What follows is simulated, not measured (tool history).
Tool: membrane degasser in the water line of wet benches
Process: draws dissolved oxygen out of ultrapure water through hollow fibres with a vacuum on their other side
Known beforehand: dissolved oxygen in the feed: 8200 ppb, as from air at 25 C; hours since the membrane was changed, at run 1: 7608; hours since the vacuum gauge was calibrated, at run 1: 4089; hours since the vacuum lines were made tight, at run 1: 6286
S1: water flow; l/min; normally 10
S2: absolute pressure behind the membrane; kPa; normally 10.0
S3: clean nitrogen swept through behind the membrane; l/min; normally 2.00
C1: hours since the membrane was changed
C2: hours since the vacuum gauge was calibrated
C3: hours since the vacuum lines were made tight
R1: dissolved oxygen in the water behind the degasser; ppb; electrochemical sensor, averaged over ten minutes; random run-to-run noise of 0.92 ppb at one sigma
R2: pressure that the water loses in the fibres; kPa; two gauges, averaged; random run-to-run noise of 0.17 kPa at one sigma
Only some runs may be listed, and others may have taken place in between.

| run | day | S1 | S2 | S3 | C1 | C2 | C3 | R1 | R2 |
|---|---|---|---|---|---|---|---|---|---|
| 1 | 0.000 | 10 | 10.0 | 2.00 | 7608 | 4089 | 6286 | 94.2 | 29.20 |
| 2 | 7.896 | 10 | 10.0 | 2.00 | 7797 | 4278 | 6476 | 93.9 | 29.02 |
| 3 | 17.225 | 10 | 10.0 | 2.00 | 8021 | 4502 | 6699 | 95.9 | 28.84 |
| 4 | 27.588 | 10 | 10.0 | 2.00 | 8270 | 4751 | 6948 | 94.1 | 29.06 |
| 5 | 36.525 | 10 | 10.0 | 2.00 | 8484 | 4965 | 7163 | 94.8 | 29.40 |
| 6 | 43.638 | 10 | 10.0 | 2.00 | 8655 | 5136 | 7333 | 97.1 | 29.39 |
| 7 | 52.492 | 10 | 10.0 | 2.00 | 8867 | 5348 | 7546 | 98.0 | 29.18 |
| 8 | 57.200 | 6 | 10.0 | 2.00 | 8980 | 5461 | 7659 | 59.7 | 17.64 |
| 9 | 68.400 | 10 | 10.0 | 2.00 | 9249 | 5730 | 7928 | 98.2 | 29.45 |
| 10 | 75.762 | 10 | 10.0 | 2.00 | 9426 | 5907 | 8104 | 96.9 | 29.53 |
| 11 | 84.621 | 10 | 10.0 | 2.00 | 9639 | 6120 | 8317 | 99.6 | 29.45 |
|  | 85.392 | vacuum gauge calibrated |
| 12 | 95.338 | 16 | 10.0 | 2.00 | 9895 | 239 | 8574 | 164.7 | 47.47 |
| 13 | 103.208 | 16 | 10.0 | 2.00 | 10084 | 428 | 8762 | 160.1 | 47.32 |
|  | 106.954 | vacuum gauge calibrated, once more |
| 14 | 114.150 | 14 | 10.0 | 2.00 | 10346 | 173 | 9025 | 130.6 | 41.25 |
| 15 | 122.221 | 14 | 10.0 | 2.00 | 10540 | 366 | 9218 | 132.6 | 41.16 |
| 16 | 133.062 | 14 | 10.0 | 2.00 | 10800 | 627 | 9478 | 132.6 | 41.35 |
| 17 | 139.488 | 14 | 10.0 | 2.00 | 10954 | 781 | 9633 | 134.0 | 41.56 |
| 18 | 148.133 | 9 | 10.0 | 4.29 | 11162 | 988 | 9840 | 44.4 | 26.27 |
|  | 151.912 | seals of the vacuum lines changed |
| 19 | 154.992 | 9 | 18.5 | 4.29 | 11325 | 1151 | 74 | 84.6 | 26.73 |
| 20 | 165.988 | 10 | 23.9 | 2.00 | 11588 | 1415 | 338 | 247.0 | 29.59 |
| 21 | 175.571 | 10 | 22.7 | 3.48 | 11818 | 1645 | 568 | 142.1 | 29.50 |
| 22 | 183.258 | 9 | 6.4 | 1.37 | 12003 | 1829 | 752 | 58.1 | 26.68 |
| 23 | 193.754 | 9 | 21.2 | 2.84 | 12255 | 2081 | 1004 | 147.2 | 26.67 |
| 24 | 201.692 | 10 | 21.2 | 2.84 | 12445 | 2272 | 1195 | 165.9 | 29.82 |
| 25 | 208.483 | 14 | 10.0 | 1.14 | 12608 | 2435 | 1358 | 210.6 | 42.04 |
| 26 | 216.262 | 9 | 10.0 | 1.14 | 12795 | 2621 | 1544 | 138.0 | 26.82 |
| 27 | 223.225 | 8 | 10.0 | 2.00 | 12962 | 2789 | 1711 | 71.7 | 23.79 |
| 28 | 234.471 | 8 | 8.7 | 2.00 | 13232 | 3058 | 1981 | 60.7 | 23.66 |
| 29 | 244.004 | 14 | 22.8 | 4.74 | 13461 | 3287 | 2210 | 157.2 | 41.89 |
| 30 | 252.512 | 10 | 7.7 | 2.00 | 13665 | 3491 | 2414 | 62.7 | 29.80 |
| 31 | 260.871 | 15 | 9.5 | 2.93 | 13866 | 3692 | 2615 | 99.9 | 44.79 |
| 32 | 269.742 | 16 | 6.7 | 1.48 | 14078 | 3905 | 2828 | 113.8 | 47.82 |
| 33 | 277.021 | 10 | 10.8 | 1.48 | 14253 | 4080 | 3003 | 137.8 | 29.85 |

How the hidden state differs across the entries between the runs, from the last listed run before each to the first after it:
Logged between run 11 and run 12: vacuum gauge calibrated (day 85.392)
  membrane still open, %: 96.3 -> 96.2; true pressure behind the membrane over the reading, kPa: 0.36 -> 0.49; air that leaks in behind the membrane, l/min: 0.0263 -> 0.027
  what was measured, less what the result would be without the hidden state, R1: +11.7 -> +18.6 ppb; R2: +1.10 -> +1.81 kPa
Logged between run 13 and run 14: vacuum gauge calibrated, once more (day 106.954)
  membrane still open, %: 96.1 -> 96; true pressure behind the membrane over the reading, kPa: 0.5 -> 0.01; air that leaks in behind the membrane, l/min: 0.0275 -> 0.0282
  what was measured, less what the result would be without the hidden state, R1: +18.6 -> +8.8 ppb; R2: +1.85 -> +1.66 kPa
Logged between run 18 and run 19: seals of the vacuum lines changed (day 151.912)
  membrane still open, %: 95.7 -> 95.6; true pressure behind the membrane over the reading, kPa: 0.05 -> 0.06; air that leaks in behind the membrane, l/min: 0.0307 -> 0.0025
  what was measured, less what the result would be without the hidden state, R1: +5.0 -> +1.7 ppb; R2: +1.15 -> +1.17 kPa

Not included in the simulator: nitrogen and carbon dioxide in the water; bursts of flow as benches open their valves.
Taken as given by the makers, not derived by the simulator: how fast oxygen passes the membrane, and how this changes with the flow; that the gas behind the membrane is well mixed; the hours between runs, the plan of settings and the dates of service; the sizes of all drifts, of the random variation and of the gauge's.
